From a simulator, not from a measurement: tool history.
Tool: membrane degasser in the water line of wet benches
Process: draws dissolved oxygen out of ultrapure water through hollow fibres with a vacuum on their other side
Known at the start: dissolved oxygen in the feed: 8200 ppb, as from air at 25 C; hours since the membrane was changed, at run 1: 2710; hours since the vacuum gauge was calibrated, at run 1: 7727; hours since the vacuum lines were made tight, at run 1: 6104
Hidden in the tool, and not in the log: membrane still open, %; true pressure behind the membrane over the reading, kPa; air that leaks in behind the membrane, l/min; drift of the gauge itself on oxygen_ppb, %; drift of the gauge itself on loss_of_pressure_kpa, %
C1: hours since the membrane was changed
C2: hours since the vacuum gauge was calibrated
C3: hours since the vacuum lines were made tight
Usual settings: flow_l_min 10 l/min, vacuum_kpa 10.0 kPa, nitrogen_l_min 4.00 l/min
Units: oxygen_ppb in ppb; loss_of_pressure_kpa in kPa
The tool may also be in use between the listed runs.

run 1 hour=0.0 | flow_l_min=10 vacuum_kpa=10.0 nitrogen_l_min=4.00 | C1=2710 C2=7727 C3=6104 | oxygen_ppb=52.3 loss_of_pressure_kpa=66.42
run 2 hour=50.5 | flow_l_min=9 vacuum_kpa=10.0 nitrogen_l_min=4.00 | C1=2761 C2=7778 C3=6154 | oxygen_ppb=46.4 loss_of_pressure_kpa=59.74
run 3 hour=105.0 | flow_l_min=10 vacuum_kpa=18.3 nitrogen_l_min=4.00 | C1=2815 C2=7832 C3=6209 | oxygen_ppb=106.0 loss_of_pressure_kpa=66.54
run 4 hour=157.5 | flow_l_min=10 vacuum_kpa=22.0 nitrogen_l_min=4.00 | C1=2868 C2=7885 C3=6261 | oxygen_ppb=129.1 loss_of_pressure_kpa=66.04
run 5 hour=234.9 | flow_l_min=10 vacuum_kpa=22.0 nitrogen_l_min=4.00 | C1=2945 C2=7962 C3=6339 | oxygen_ppb=131.1 loss_of_pressure_kpa=66.34
run 6 hour=284.4 | flow_l_min=10 vacuum_kpa=9.0 nitrogen_l_min=4.00 | C1=2995 C2=8011 C3=6388 | oxygen_ppb=45.6 loss_of_pressure_kpa=66.67
run 7 hour=375.7 | flow_l_min=10 vacuum_kpa=9.0 nitrogen_l_min=4.00 | C1=3086 C2=8103 C3=6480 | oxygen_ppb=46.0 loss_of_pressure_kpa=66.66
run 8 hour=427.7 | flow_l_min=10 vacuum_kpa=9.0 nitrogen_l_min=4.00 | C1=3138 C2=8155 C3=6532 | oxygen_ppb=46.7 loss_of_pressure_kpa=66.36
run 9 hour=481.1 | flow_l_min=10 vacuum_kpa=9.0 nitrogen_l_min=4.00 | C1=3191 C2=8208 C3=6585 | oxygen_ppb=45.8 loss_of_pressure_kpa=66.99
run 10 hour=557.9 | flow_l_min=8 vacuum_kpa=9.0 nitrogen_l_min=4.00 | C1=3268 C2=8285 C3=6662 | oxygen_ppb=35.6 loss_of_pressure_kpa=53.20
run 11 hour=658.4 | flow_l_min=10 vacuum_kpa=9.2 nitrogen_l_min=4.00 | C1=3369 C2=8385 C3=6762 | oxygen_ppb=48.0 loss_of_pressure_kpa=67.09
run 12 hour=735.8 | flow_l_min=10 vacuum_kpa=9.2 nitrogen_l_min=4.00 | C1=3446 C2=8463 C3=6840 | oxygen_ppb=48.2 loss_of_pressure_kpa=66.89
run 13 hour=806.0 | flow_l_min=10 vacuum_kpa=9.2 nitrogen_l_min=4.00 | C1=3516 C2=8533 C3=6910 | oxygen_ppb=48.5 loss_of_pressure_kpa=66.92
run 14 hour=882.5 | flow_l_min=10 vacuum_kpa=10.0 nitrogen_l_min=4.00 | C1=3593 C2=8610 C3=6986 | oxygen_ppb=53.1 loss_of_pressure_kpa=66.40
run 15 hour=979.6 | flow_l_min=10 vacuum_kpa=10.0 nitrogen_l_min=4.00 | C1=3690 C2=8707 C3=7083 | oxygen_ppb=52.6 loss_of_pressure_kpa=66.83
run 16 hour=1054.9 | flow_l_min=10 vacuum_kpa=10.0 nitrogen_l_min=4.00 | C1=3765 C2=8782 C3=7159 | oxygen_ppb=53.9 loss_of_pressure_kpa=66.79
-- hour=1138.8 vacuum gauge calibrated
run 17 hour=1154.5 | flow_l_min=10 vacuum_kpa=18.4 nitrogen_l_min=1.98 | C1=3864 C2=16 C3=7258 | oxygen_ppb=205.0 loss_of_pressure_kpa=66.46
run 18 hour=1236.6 | flow_l_min=10 vacuum_kpa=18.4 nitrogen_l_min=1.98 | C1=3946 C2=98 C3=7340 | oxygen_ppb=199.9 loss_of_pressure_kpa=67.05
run 19 hour=1314.1 | flow_l_min=10 vacuum_kpa=16.2 nitrogen_l_min=6.04 | C1=4024 C2=175 C3=7418 | oxygen_ppb=64.1 loss_of_pressure_kpa=67.19
run 20 hour=1373.9 | flow_l_min=12 vacuum_kpa=7.5 nitrogen_l_min=4.00 | C1=4084 C2=235 C3=7477 | oxygen_ppb=45.1 loss_of_pressure_kpa=80.80
run 21 hour=1446.5 | flow_l_min=9 vacuum_kpa=11.4 nitrogen_l_min=4.00 | C1=4156 C2=308 C3=7550 | oxygen_ppb=54.7 loss_of_pressure_kpa=60.28
run 22 hour=1530.0 | flow_l_min=8 vacuum_kpa=11.4 nitrogen_l_min=9.48 | C1=4240 C2=391 C3=7633 | oxygen_ppb=22.0 loss_of_pressure_kpa=53.76
run 23 hour=1608.1 | flow_l_min=12 vacuum_kpa=12.5 nitrogen_l_min=10.91 | C1=4318 C2=469 C3=7712 | oxygen_ppb=37.9 loss_of_pressure_kpa=80.64
run 24 hour=1704.5 | flow_l_min=10 vacuum_kpa=9.3 nitrogen_l_min=4.00 | C1=4414 C2=566 C3=7808 | oxygen_ppb=47.5 loss_of_pressure_kpa=67.21
run 25 hour=1765.8 | flow_l_min=10 vacuum_kpa=9.3 nitrogen_l_min=4.00 | C1=4475 C2=627 C3=7869 | oxygen_ppb=47.0 loss_of_pressure_kpa=67.55
run 26 hour=1856.3 | flow_l_min=10 vacuum_kpa=9.3 nitrogen_l_min=4.00 | C1=4566 C2=718 C3=7960 | oxygen_ppb=47.3 loss_of_pressure_kpa=66.99
run 27 hour=1904.3 | flow_l_min=10 vacuum_kpa=9.3 nitrogen_l_min=4.00 | C1=4614 C2=765 C3=8008 | oxygen_ppb=47.8 loss_of_pressure_kpa=66.54
run 28 hour=2010.1 | flow_l_min=10 vacuum_kpa=9.3 nitrogen_l_min=4.00 | C1=4720 C2=871 C3=8114 | oxygen_ppb=47.0 loss_of_pressure_kpa=66.84

4 ways to go on from here, each from the tool as it stands after run 28. What would each give?
run A hour=2064.8 | flow_l_min=10 vacuum_kpa=12.4 nitrogen_l_min=1.63 | C1=4774 C2=926 C3=8168 | oxygen_ppb=? loss_of_pressure_kpa=?
run B hour=2064.8 | flow_l_min=9 vacuum_kpa=8.1 nitrogen_l_min=10.63 | C1=4774 C2=926 C3=8168 | oxygen_ppb=? loss_of_pressure_kpa=?
run C hour=2064.8 | flow_l_min=10 vacuum_kpa=11.9 nitrogen_l_min=4.00 | C1=4774 C2=926 C3=8168 | oxygen_ppb=? loss_of_pressure_kpa=?
run D hour=2064.8 | flow_l_min=9 vacuum_kpa=10.0 nitrogen_l_min=4.00 | C1=4774 C2=926 C3=8168 | oxygen_ppb=? loss_of_pressure_kpa=?

run=A oxygen_ppb=149.4 loss_of_pressure_kpa=66.94
run=B oxygen_ppb=16.4 loss_of_pressure_kpa=60.29
run=C oxygen_ppb=64.5 loss_of_pressure_kpa=66.93
run=D oxygen_ppb=45.9 loss_of_pressure_kpa=60.62
Without the tool's hidden state the same runs would have given:
run=A oxygen_ppb=139.5 loss_of_pressure_kpa=65.32
run=B oxygen_ppb=14.6 loss_of_pressure_kpa=58.82
run=C oxygen_ppb=59.5 loss_of_pressure_kpa=65.31
run=D oxygen_ppb=41.8 loss_of_pressure_kpa=59.16
